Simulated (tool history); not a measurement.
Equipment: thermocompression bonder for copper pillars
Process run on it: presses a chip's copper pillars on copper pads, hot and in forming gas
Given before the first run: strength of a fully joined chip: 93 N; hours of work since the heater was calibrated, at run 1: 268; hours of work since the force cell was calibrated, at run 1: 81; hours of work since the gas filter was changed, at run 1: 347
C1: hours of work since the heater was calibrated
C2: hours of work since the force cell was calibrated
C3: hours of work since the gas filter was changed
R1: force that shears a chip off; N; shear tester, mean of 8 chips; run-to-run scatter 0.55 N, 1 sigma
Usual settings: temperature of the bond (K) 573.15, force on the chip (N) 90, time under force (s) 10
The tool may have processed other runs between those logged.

run 1 hour=0 | temperature_of_the_bond_(K)=573.15 force_on_the_chip_(N)=90 time_under_force_(s)=10 | C1=268 C2=81 C3=347 | R1=32.2
run 2 hour=10.2 | temperature_of_the_bond_(K)=573.15 force_on_the_chip_(N)=90 time_under_force_(s)=10 | C1=275 C2=88 C3=354 | R1=32.5
run 3 hour=16.4 | temperature_of_the_bond_(K)=546.15 force_on_the_chip_(N)=90 time_under_force_(s)=10 | C1=279 C2=92 C3=358 | R1=22.2
run 4 hour=25.5 | temperature_of_the_bond_(K)=546.15 force_on_the_chip_(N)=90 time_under_force_(s)=10 | C1=285 C2=98 C3=364 | R1=22.5
run 5 hour=32.3 | temperature_of_the_bond_(K)=573.15 force_on_the_chip_(N)=90 time_under_force_(s)=10 | C1=289 C2=103 C3=369 | R1=31.6
run 6 hour=40.1 | temperature_of_the_bond_(K)=573.15 force_on_the_chip_(N)=90 time_under_force_(s)=10 | C1=294 C2=108 C3=374 | R1=32.1
run 7 hour=49.9 | temperature_of_the_bond_(K)=573.15 force_on_the_chip_(N)=98 time_under_force_(s)=10 | C1=301 C2=114 C3=380 | R1=34.6
run 8 hour=58.6 | temperature_of_the_bond_(K)=573.15 force_on_the_chip_(N)=98 time_under_force_(s)=10 | C1=307 C2=120 C3=386 | R1=34.8
run 9 hour=65.3 | temperature_of_the_bond_(K)=567.15 force_on_the_chip_(N)=98 time_under_force_(s)=11 | C1=311 C2=124 C3=391 | R1=32.5
-- hour=69.7 forming gas filter changed
run 10 hour=70.4 | temperature_of_the_bond_(K)=591.15 force_on_the_chip_(N)=64 time_under_force_(s)=19 | C1=314 C2=128 C3=0 | R1=41.3
run 11 hour=76.8 | temperature_of_the_bond_(K)=591.15 force_on_the_chip_(N)=64 time_under_force_(s)=19 | C1=318 C2=132 C3=5 | R1=41.4
run 12 hour=83.2 | temperature_of_the_bond_(K)=595.15 force_on_the_chip_(N)=107 time_under_force_(s)=5 | C1=323 C2=136 C3=9 | R1=36.7
run 13 hour=92.8 | temperature_of_the_bond_(K)=574.15 force_on_the_chip_(N)=107 time_under_force_(s)=5 | C1=329 C2=142 C3=15 | R1=28.3
run 14 hour=99.9 | temperature_of_the_bond_(K)=574.15 force_on_the_chip_(N)=107 time_under_force_(s)=5 | C1=334 C2=147 C3=20 | R1=28.1
run 15 hour=109.5 | temperature_of_the_bond_(K)=579.15 force_on_the_chip_(N)=60 time_under_force_(s)=5 | C1=340 C2=153 C3=26 | R1=19.3

Here are 3 independent what-if runs from the current tool condition. What would each one return?
run A hour=115.6 | temperature_of_the_bond_(K)=552.15 force_on_the_chip_(N)=76 time_under_force_(s)=25 | C1=344 C2=157 C3=30 | R1=?
run B hour=115.6 | temperature_of_the_bond_(K)=553.15 force_on_the_chip_(N)=60 time_under_force_(s)=5 | C1=344 C2=157 C3=30 | R1=?
run C hour=115.6 | temperature_of_the_bond_(K)=573.15 force_on_the_chip_(N)=118 time_under_force_(s)=11 | C1=344 C2=157 C3=30 | R1=?

run=A R1=32.4
run=B R1=14
run=C R1=41.2
The same runs, with their run-to-run variation unchanged, on a tool lacking any hidden condition would have given:
run=A R1=32.5
run=B R1=14
run=C R1=41.3
